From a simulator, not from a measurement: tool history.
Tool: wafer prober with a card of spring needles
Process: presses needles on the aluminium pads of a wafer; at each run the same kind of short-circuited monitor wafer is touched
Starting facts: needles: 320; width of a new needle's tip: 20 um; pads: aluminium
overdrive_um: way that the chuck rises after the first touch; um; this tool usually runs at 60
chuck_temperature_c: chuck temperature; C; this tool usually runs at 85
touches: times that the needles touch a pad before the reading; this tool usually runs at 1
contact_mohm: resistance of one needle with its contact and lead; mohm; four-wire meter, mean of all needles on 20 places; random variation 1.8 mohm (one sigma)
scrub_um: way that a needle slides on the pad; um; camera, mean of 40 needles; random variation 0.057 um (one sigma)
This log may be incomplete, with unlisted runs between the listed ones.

{"run": 1, "hour": 0.0, "overdrive_um": 60, "chuck_temperature_c": 85, "touches": 1, "contact_mohm": 191, "scrub_um": 9.85}
{"hour": 4.4, "done": "tips cleaned on abrasive film"}
{"run": 2, "hour": 5.3, "overdrive_um": 60, "chuck_temperature_c": 85, "touches": 1, "contact_mohm": 189, "scrub_um": 9.9}
{"run": 3, "hour": 9.3, "overdrive_um": 60, "chuck_temperature_c": 95, "touches": 1, "contact_mohm": 195, "scrub_um": 9.8}
{"hour": 12.3, "done": "tips cleaned on abrasive film"}
{"run": 4, "hour": 16.4, "overdrive_um": 60, "chuck_temperature_c": 95, "touches": 1, "contact_mohm": 197, "scrub_um": 9.92}
{"hour": 20.3, "done": "tips cleaned on abrasive film"}
{"run": 5, "hour": 25.7, "overdrive_um": 60, "chuck_temperature_c": 85, "touches": 1, "contact_mohm": 191, "scrub_um": 9.85}
{"hour": 28.7, "done": "tips cleaned on abrasive film"}
{"run": 6, "hour": 35.1, "overdrive_um": 60, "chuck_temperature_c": 85, "touches": 1, "contact_mohm": 194, "scrub_um": 9.96}
{"hour": 36.4, "done": "tips cleaned on abrasive film"}
{"run": 7, "hour": 42.3, "overdrive_um": 60, "chuck_temperature_c": 85, "touches": 1, "contact_mohm": 193, "scrub_um": 9.78}
{"hour": 44.9, "done": "tips cleaned on abrasive film"}
{"run": 8, "hour": 48.2, "overdrive_um": 60, "chuck_temperature_c": 48, "touches": 1, "contact_mohm": 184, "scrub_um": 9.87}
{"hour": 52.8, "done": "tips cleaned on abrasive film"}
{"run": 9, "hour": 55.4, "overdrive_um": 60, "chuck_temperature_c": 48, "touches": 1, "contact_mohm": 181, "scrub_um": 9.73}
{"hour": 60.5, "done": "tips cleaned on abrasive film"}
{"run": 10, "hour": 65.0, "overdrive_um": 60, "chuck_temperature_c": 48, "touches": 1, "contact_mohm": 184, "scrub_um": 9.74}
{"hour": 68.7, "done": "tips cleaned on abrasive film"}
{"run": 11, "hour": 69.9, "overdrive_um": 60, "chuck_temperature_c": 85, "touches": 1, "contact_mohm": 193, "scrub_um": 9.74}
{"hour": 76.6, "done": "tips cleaned on abrasive film"}
{"run": 12, "hour": 79.6, "overdrive_um": 60, "chuck_temperature_c": 85, "touches": 1, "contact_mohm": 194, "scrub_um": 9.62}
{"hour": 84.5, "done": "tips cleaned on abrasive film"}
{"run": 13, "hour": 86.8, "overdrive_um": 74, "chuck_temperature_c": 85, "touches": 1, "contact_mohm": 189, "scrub_um": 11.94}
{"hour": 92.3, "done": "tips cleaned on abrasive film"}
{"run": 14, "hour": 92.3, "overdrive_um": 60, "chuck_temperature_c": 72, "touches": 1, "contact_mohm": 189, "scrub_um": 9.65}
{"hour": 98.6, "done": "height of the first contact set anew"}
{"hour": 100.4, "done": "tips cleaned on abrasive film"}
{"run": 15, "hour": 101.3, "overdrive_um": 60, "chuck_temperature_c": 72, "touches": 1, "contact_mohm": 190, "scrub_um": 9.78}
{"hour": 108.2, "done": "tips cleaned on abrasive film"}
{"run": 16, "hour": 110.7, "overdrive_um": 60, "chuck_temperature_c": 72, "touches": 1, "contact_mohm": 191, "scrub_um": 9.68}
{"hour": 116.1, "done": "tips cleaned on abrasive film"}
{"run": 17, "hour": 120.3, "overdrive_um": 60, "chuck_temperature_c": 72, "touches": 1, "contact_mohm": 189, "scrub_um": 9.69}
{"hour": 124.1, "done": "tips cleaned on abrasive film"}
{"run": 18, "hour": 124.5, "overdrive_um": 48, "chuck_temperature_c": 36, "touches": 2, "contact_mohm": 186, "scrub_um": 7.71}
{"hour": 127.4, "done": "gauge calibrated"}
{"run": 19, "hour": 128.9, "overdrive_um": 72, "chuck_temperature_c": 85, "touches": 2, "contact_mohm": 188, "scrub_um": 11.89}
{"hour": 132.1, "done": "tips cleaned on abrasive film"}
{"run": 20, "hour": 137.0, "overdrive_um": 45, "chuck_temperature_c": 85, "touches": 2, "contact_mohm": 200, "scrub_um": 7.47}
{"hour": 140.2, "done": "tips cleaned on abrasive film"}
{"run": 21, "hour": 141.2, "overdrive_um": 45, "chuck_temperature_c": 85, "touches": 2, "contact_mohm": 201, "scrub_um": 7.35}
{"run": 22, "hour": 146.0, "overdrive_um": 45, "chuck_temperature_c": 85, "touches": 2, "contact_mohm": 200, "scrub_um": 7.33}
{"hour": 148.2, "done": "tips cleaned on abrasive film"}
{"run": 23, "hour": 151.4, "overdrive_um": 45, "chuck_temperature_c": 85, "touches": 2, "contact_mohm": 198, "scrub_um": 7.44}
{"hour": 156.2, "done": "tips cleaned on abrasive film"}
{"run": 24, "hour": 156.2, "overdrive_um": 60, "chuck_temperature_c": 83, "touches": 1, "contact_mohm": 193, "scrub_um": 9.87}
{"run": 25, "hour": 162.5, "overdrive_um": 60, "chuck_temperature_c": 60, "touches": 1, "contact_mohm": 189, "scrub_um": 9.82}
{"hour": 164.5, "done": "tips cleaned on abrasive film"}
{"run": 26, "hour": 168.9, "overdrive_um": 60, "chuck_temperature_c": 60, "touches": 1, "contact_mohm": 189, "scrub_um": 9.74}
{"hour": 172.9, "done": "tips cleaned on abrasive film"}
{"run": 27, "hour": 178.5, "overdrive_um": 60, "chuck_temperature_c": 60, "touches": 1, "contact_mohm": 184, "scrub_um": 9.82}
{"hour": 180.7, "done": "tips cleaned on abrasive film"}
{"run": 28, "hour": 182.7, "overdrive_um": 60, "chuck_temperature_c": 60, "touches": 1, "contact_mohm": 188, "scrub_um": 9.76}
{"hour": 188.9, "done": "tips cleaned on abrasive film"}
{"run": 29, "hour": 191.9, "overdrive_um": 60, "chuck_temperature_c": 74, "touches": 1, "contact_mohm": 189, "scrub_um": 9.73}
{"hour": 197.1, "done": "tips cleaned on abrasive film"}
{"run": 30, "hour": 197.2, "overdrive_um": 44, "chuck_temperature_c": 92, "touches": 1, "contact_mohm": 200, "scrub_um": 7.13}
{"hour": 204.8, "done": "tips cleaned on abrasive film"}
{"run": 31, "hour": 205.4, "overdrive_um": 47, "chuck_temperature_c": 85, "touches": 1, "contact_mohm": 199, "scrub_um": 7.56}
{"run": 32, "hour": 209.5, "overdrive_um": 47, "chuck_temperature_c": 85, "touches": 1, "contact_mohm": 197, "scrub_um": 7.65}
{"hour": 212.6, "done": "tips cleaned on abrasive film"}
{"run": 33, "hour": 217.8, "overdrive_um": 47, "chuck_temperature_c": 85, "touches": 1, "contact_mohm": 200, "scrub_um": 7.63}

Some steps in scrub_um, run to run, broken into two amounts with sign: the step expected even without the hidden condition (settings, incoming material, random variation), and the rest, left for the hidden condition together with whatever gauge scatter is not in both the measured and the hidden-condition-free result:
Unlogged tool condition in this case: debris on the tips, nm; way that the needles fall short of the set height, um; tips' diameter, um; drift of the gauge itself on contact_mohm, %; drift of the gauge itself on scrub_um, %.
Run 12 -> 13: overdrive_um 60 -> 74, tips cleaned on abrasive film. scrub_um +2.32 um: hidden state -0.07, all else +2.39.
Run 17 -> 18: overdrive_um 60 -> 48, chuck_temperature_c 72 -> 36, touches 1 -> 2, tips cleaned on abrasive film. scrub_um -1.98 um: hidden state +0.05, all else -2.03.
Run 18 -> 19: overdrive_um 48 -> 72, chuck_temperature_c 36 -> 85, gauge calibrated. scrub_um +4.18 um: hidden state +0.22, all else +3.96.
Run 19 -> 20: overdrive_um 72 -> 45, tips cleaned on abrasive film. scrub_um -4.42 um: hidden state -0.02, all else -4.40.
Run 29 -> 30: overdrive_um 60 -> 44, chuck_temperature_c 74 -> 92, tips cleaned on abrasive film. scrub_um -2.60 um: hidden state +0.02, all else -2.62.

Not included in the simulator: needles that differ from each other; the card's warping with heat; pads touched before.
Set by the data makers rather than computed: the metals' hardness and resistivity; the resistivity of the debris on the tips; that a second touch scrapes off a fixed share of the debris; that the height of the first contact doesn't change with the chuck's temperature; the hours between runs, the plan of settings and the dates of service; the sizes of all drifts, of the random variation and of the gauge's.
